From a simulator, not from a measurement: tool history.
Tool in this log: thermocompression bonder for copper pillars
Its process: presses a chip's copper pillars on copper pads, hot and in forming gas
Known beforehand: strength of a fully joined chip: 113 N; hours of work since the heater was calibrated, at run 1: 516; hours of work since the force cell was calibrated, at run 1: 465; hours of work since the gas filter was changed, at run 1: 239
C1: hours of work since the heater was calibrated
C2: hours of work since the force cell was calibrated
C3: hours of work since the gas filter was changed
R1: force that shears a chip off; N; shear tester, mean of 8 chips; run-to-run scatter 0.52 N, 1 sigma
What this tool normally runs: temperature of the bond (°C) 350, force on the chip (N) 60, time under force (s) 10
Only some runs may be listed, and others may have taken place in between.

run 1 day=0.000 | temperature_of_the_bond_(°C)=350 force_on_the_chip_(N)=60 time_under_force_(s)=10 | C1=516 C2=465 C3=239 | R1=35.2
run 2 day=1.354 | temperature_of_the_bond_(°C)=350 force_on_the_chip_(N)=60 time_under_force_(s)=10 | C1=539 C2=488 C3=262 | R1=34.2
-- day=1.588 heater calibrated with a thermocouple chip
run 3 day=3.258 | temperature_of_the_bond_(°C)=363 force_on_the_chip_(N)=60 time_under_force_(s)=10 | C1=29 C2=520 C3=293 | R1=41.7
run 4 day=5.133 | temperature_of_the_bond_(°C)=350 force_on_the_chip_(N)=62 time_under_force_(s)=10 | C1=61 C2=552 C3=326 | R1=37.5
-- day=6.029 forming gas filter changed
run 5 day=6.846 | temperature_of_the_bond_(°C)=350 force_on_the_chip_(N)=62 time_under_force_(s)=10 | C1=91 C2=581 C3=14 | R1=39.0
run 6 day=8.708 | temperature_of_the_bond_(°C)=350 force_on_the_chip_(N)=80 time_under_force_(s)=10 | C1=123 C2=614 C3=46 | R1=46.1
run 7 day=9.679 | temperature_of_the_bond_(°C)=374 force_on_the_chip_(N)=60 time_under_force_(s)=10 | C1=140 C2=630 C3=63 | R1=46.3
run 8 day=11.033 | temperature_of_the_bond_(°C)=374 force_on_the_chip_(N)=60 time_under_force_(s)=10 | C1=163 C2=654 C3=87 | R1=45.5
run 9 day=12.246 | temperature_of_the_bond_(°C)=374 force_on_the_chip_(N)=60 time_under_force_(s)=10 | C1=184 C2=675 C3=108 | R1=47.4
run 10 day=14.088 | temperature_of_the_bond_(°C)=350 force_on_the_chip_(N)=50 time_under_force_(s)=13 | C1=216 C2=707 C3=139 | R1=34.9
-- day=14.267 force cell calibrated
run 11 day=14.983 | temperature_of_the_bond_(°C)=350 force_on_the_chip_(N)=54 time_under_force_(s)=10 | C1=230 C2=12 C3=154 | R1=32.8

Run 12 is up next; what results do you expect?
run 12 day=16.562 | temperature_of_the_bond_(°C)=349 force_on_the_chip_(N)=46 time_under_force_(s)=7 | C1=258 C2=40 C3=181 | R1=?

Run 12 yielded R1 25.1 N.
Had the tool carried no hidden state, the very same run would have given R1 28.1 N.
